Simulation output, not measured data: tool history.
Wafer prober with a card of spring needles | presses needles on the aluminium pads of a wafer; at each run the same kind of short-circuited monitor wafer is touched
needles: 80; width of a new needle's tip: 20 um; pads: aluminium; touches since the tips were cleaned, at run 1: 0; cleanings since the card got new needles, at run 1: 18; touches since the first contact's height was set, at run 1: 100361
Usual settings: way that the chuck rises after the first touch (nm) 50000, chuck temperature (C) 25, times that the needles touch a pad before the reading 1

run,hour,way that the chuck rises after the first touch (nm),chuck temperature (C),times that the needles touch a pad before the reading,touches since the tips were cleaned,cleanings since the card got new needles,touches since the first contact's height was set,resistance of one needle with its contact and lead (mohm),way that a needle slides on the pad (nm)
1,0.0,50000,25,1,0,18,100361,179,11200
2,8.5,50000,25,1,3831,18,104192,260,11260
# hour 11.2: tips cleaned on abrasive film
3,14.8,50000,25,1,1629,19,106958,227,11170
4,19.5,50000,25,1,3738,19,109067,263,11160
# hour 22.2: tips cleaned on abrasive film
5,28.7,50000,25,1,2893,20,113129,253,11210
# hour 33.2: tips cleaned on abrasive film
6,33.2,50000,25,1,0,21,115134,173,11200
7,40.1,50000,25,1,3064,21,118198,250,11140
# hour 44.3: tips cleaned on abrasive film
8,50.8,50000,25,1,2911,22,122960,252,11160
# hour 55.3: tips cleaned on abrasive film
9,57.3,50000,60,1,904,23,125854,206,11200
10,64.2,50000,25,1,3966,23,128916,262,11140
# hour 66.5: tips cleaned on abrasive film
11,74.0,50000,25,1,3356,24,133279,255,11110
# hour 77.7: tips cleaned on abrasive film
12,84.8,50000,25,1,3154,25,138074,254,11040
# hour 88.7: tips cleaned on abrasive film
13,91.8,36000,40,2,1391,26,141172,239,7810
14,98.6,48000,42,1,4434,26,144215,276,10630

Forecast run 15:
# hour 99.9: tips cleaned on abrasive film
15,106.4,35000,33,1,2896,27,147677,?,?

resistance of one needle with its contact and lead (mohm): 344
way that a needle slides on the pad (nm): 7590
Without the tool's hidden state the same run would have given resistance of one needle with its contact and lead (mohm) 174, way that a needle slides on the pad (nm) 8200.
